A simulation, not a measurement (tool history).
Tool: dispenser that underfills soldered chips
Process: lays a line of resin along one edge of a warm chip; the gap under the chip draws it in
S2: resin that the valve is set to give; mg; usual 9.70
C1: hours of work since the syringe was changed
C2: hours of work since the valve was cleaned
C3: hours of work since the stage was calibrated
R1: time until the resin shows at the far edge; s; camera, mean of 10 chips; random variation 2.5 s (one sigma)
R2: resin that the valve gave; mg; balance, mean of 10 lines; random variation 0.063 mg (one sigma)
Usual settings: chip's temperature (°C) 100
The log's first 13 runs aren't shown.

{"run": 14, "hour": 157.2, "chip's temperature (°C)": 105, "S2": 9.7, "C1": 8, "C2": 39, "C3": 131, "R1": 279.3, "R2": 9.35}
{"hour": 162.7, "done": "new syringe of resin"}
{"run": 15, "hour": 167.5, "chip's temperature (°C)": 100, "S2": 9.7, "C1": 3, "C2": 45, "C3": 137, "R1": 288.8, "R2": 9.39}
{"run": 16, "hour": 179.6, "chip's temperature (°C)": 100, "S2": 9.7, "C1": 10, "C2": 52, "C3": 145, "R1": 381.5, "R2": 9.24}
{"hour": 181.8, "done": "new syringe of resin"}
{"run": 17, "hour": 187.0, "chip's temperature (°C)": 100, "S2": 9.7, "C1": 3, "C2": 57, "C3": 149, "R1": 292.2, "R2": 9.28}
{"run": 18, "hour": 199.1, "chip's temperature (°C)": 113, "S2": 10.16, "C1": 11, "C2": 64, "C3": 157, "R1": 215.1, "R2": 9.61}
{"hour": 200.5, "done": "new syringe of resin"}
{"run": 19, "hour": 210.3, "chip's temperature (°C)": 93, "S2": 10.12, "C1": 6, "C2": 71, "C3": 163, "R1": 464.8, "R2": 9.49}
{"run": 20, "hour": 217.7, "chip's temperature (°C)": 113, "S2": 8.61, "C1": 10, "C2": 75, "C3": 168, "R1": 229.6, "R2": 8.04}
{"hour": 219.7, "done": "new syringe of resin"}
{"run": 21, "hour": 230.8, "chip's temperature (°C)": 113, "S2": 8.61, "C1": 7, "C2": 83, "C3": 176, "R1": 198.8, "R2": 8.02}
{"hour": 238.1, "done": "new syringe of resin"}
{"run": 22, "hour": 246.6, "chip's temperature (°C)": 91, "S2": 12.33, "C1": 5, "C2": 92, "C3": 185, "R1": 466.0, "R2": 11.55}
{"hour": 256.5, "done": "new syringe of resin"}
{"run": 23, "hour": 261.2, "chip's temperature (°C)": 107, "S2": 11.84, "C1": 3, "C2": 101, "C3": 194, "R1": 206.3, "R2": 10.79}
{"run": 24, "hour": 268.1, "chip's temperature (°C)": 107, "S2": 11.84, "C1": 7, "C2": 105, "C3": 198, "R1": 242.4, "R2": 10.79}
{"hour": 274.9, "done": "new syringe of resin"}
{"run": 25, "hour": 281.2, "chip's temperature (°C)": 112, "S2": 9.72, "C1": 4, "C2": 113, "C3": 206, "R1": 184.2, "R2": 8.76}
{"run": 26, "hour": 291.9, "chip's temperature (°C)": 97, "S2": 10.74, "C1": 10, "C2": 120, "C3": 212, "R1": 461.3, "R2": 9.42}
{"hour": 294.1, "done": "new syringe of resin"}
{"run": 27, "hour": 302.9, "chip's temperature (°C)": 97, "S2": 10.74, "C1": 5, "C2": 126, "C3": 219, "R1": 366.0, "R2": 9.6}
{"hour": 312.9, "done": "new syringe of resin"}
{"run": 28, "hour": 317.1, "chip's temperature (°C)": 100, "S2": 10.81, "C1": 3, "C2": 135, "C3": 227, "R1": 290.0, "R2": 9.66}
{"run": 29, "hour": 326.9, "chip's temperature (°C)": 89, "S2": 12.11, "C1": 9, "C2": 141, "C3": 233, "R1": 614.3, "R2": 10.67}
{"hour": 332.4, "done": "new syringe of resin"}
{"hour": 334.8, "done": "dispensing valve cleaned and set on the balance"}
{"run": 30, "hour": 336.5, "chip's temperature (°C)": 89, "S2": 12.11, "C1": 2, "C2": 1, "C3": 238, "R1": 457.2, "R2": 12.04}
{"run": 31, "hour": 349.7, "chip's temperature (°C)": 89, "S2": 10.81, "C1": 10, "C2": 9, "C3": 247, "R1": 632.0, "R2": 10.81}
{"hour": 352.2, "done": "new syringe of resin"}
{"run": 32, "hour": 357.6, "chip's temperature (°C)": 96, "S2": 8.69, "C1": 3, "C2": 14, "C3": 251, "R1": 369.1, "R2": 8.61}
{"hour": 371.0, "done": "new syringe of resin"}
{"run": 33, "hour": 371.0, "chip's temperature (°C)": 104, "S2": 9.7, "C1": 0, "C2": 22, "C3": 259, "R1": 221.0, "R2": 9.49}
{"run": 34, "hour": 381.6, "chip's temperature (°C)": 104, "S2": 11.81, "C1": 6, "C2": 28, "C3": 266, "R1": 275.9, "R2": 11.46}

Forecast each of these 5 alternatives for the next run:
{"hour": 389.3, "done": "new syringe of resin"}
{"run": "A", "hour": 393.2, "chip's temperature (°C)": 93, "S2": 10.88, "C1": 2, "C2": 35, "C3": 273, "R1": "?", "R2": "?"}
{"hour": 389.3, "done": "new syringe of resin"}
{"run": "B", "hour": 393.2, "chip's temperature (°C)": 86, "S2": 12.36, "C1": 2, "C2": 35, "C3": 273, "R1": "?", "R2": "?"}
{"hour": 389.3, "done": "new syringe of resin"}
{"run": "C", "hour": 393.2, "chip's temperature (°C)": 114, "S2": 8.6, "C1": 2, "C2": 35, "C3": 273, "R1": "?", "R2": "?"}
{"hour": 389.3, "done": "new syringe of resin"}
{"run": "D", "hour": 393.2, "chip's temperature (°C)": 100, "S2": 9.54, "C1": 2, "C2": 35, "C3": 273, "R1": "?", "R2": "?"}
{"hour": 389.3, "done": "new syringe of resin"}
{"run": "E", "hour": 393.2, "chip's temperature (°C)": 100, "S2": 11.27, "C1": 2, "C2": 35, "C3": 273, "R1": "?", "R2": "?"}

run=A R1=398.4 R2=10.57
run=B R1=550.7 R2=12.01
run=C R1=158.1 R2=8.34
run=D R1=297.8 R2=9.14
run=E R1=280.1 R2=10.87
Without the tool's hidden state the same runs would have given:
run=A R1=340.0 R2=10.90
run=B R1=469.0 R2=12.38
run=C R1=135.4 R2=8.60
run=D R1=254.3 R2=9.42
run=E R1=239.8 R2=11.21
